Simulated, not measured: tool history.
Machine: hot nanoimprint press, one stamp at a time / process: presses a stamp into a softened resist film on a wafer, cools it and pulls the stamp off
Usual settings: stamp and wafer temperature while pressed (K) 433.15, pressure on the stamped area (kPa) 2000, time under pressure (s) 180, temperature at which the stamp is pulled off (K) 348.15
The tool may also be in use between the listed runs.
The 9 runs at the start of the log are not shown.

run	day	stamp and wafer temperature while pressed (K)	pressure on the stamped area (kPa)	time under pressure (s)	temperature at which the stamp is pulled off (K)	resist left under the stamp's widest pad (angstrom)	greatest force while the stamp is pulled off (N)
10	5.933	433.15	2720	180	348.15	1329	141
# day 6.621: stamp cleaned and given a new release coat
11	6.996	433.15	2720	180	348.15	1327	99
12	7.838	433.15	2720	180	348.15	1324	104
13	8.358	433.15	2720	180	348.15	1325	104
14	9.242	433.15	2000	180	348.15	1523	108
15	10.042	433.15	2000	180	348.15	1522	113
# day 10.304: plate thermocouple calibrated, once more
# day 10.700: press's hydraulic seals changed and the load cell set to zero
16	11.408	431.15	2000	180	345.15	1707	130
17	12.133	431.15	1340	126	348.15	2175	125
18	12.654	431.15	2110	180	348.15	1670	125
19	13.329	436.15	2000	222	348.15	1334	127
20	13.996	436.15	2000	222	348.15	1328	128
21	14.571	433.15	1550	180	348.15	1771	131
22	15.196	433.15	1550	180	348.15	1767	135
23	16.146	433.15	1970	180	348.15	1598	145
24	16.808	433.15	1970	196	333.15	1552	203
25	17.558	443.15	1970	143	345.15	1237	157
# day 18.658: stamp cleaned and given a new release coat
26	18.658	425.15	1320	317	344.15	2045	115
27	19.558	425.15	1320	317	344.15	2042	123
28	20.112	425.15	1320	317	344.15	2048	123
29	20.542	425.15	1320	317	344.15	2042	121
30	21.412	440.15	1680	105	344.15	1624	127

Below are 4 alternative next runs, each starting from the tool's condition after run 30. Predict each:
A	22.358	433.15	2440	109	349.15	?	?
B	22.358	424.15	2000	180	348.15	?	?
C	22.358	442.15	3050	105	344.15	?	?
D	22.358	440.15	1640	175	336.15	?	?

run	resist left under the stamp's widest pad (angstrom)	greatest force while the stamp is pulled off (N)
A	1704	115
B	2111	116
C	1152	133
D	1376	161
The same runs, with their run-to-run variation unchanged, on a tool lacking any hidden condition would have given:
run	resist left under the stamp's widest pad (angstrom)	greatest force while the stamp is pulled off (N)
A	1719	102
B	2130	103
C	1160	118
D	1389	142
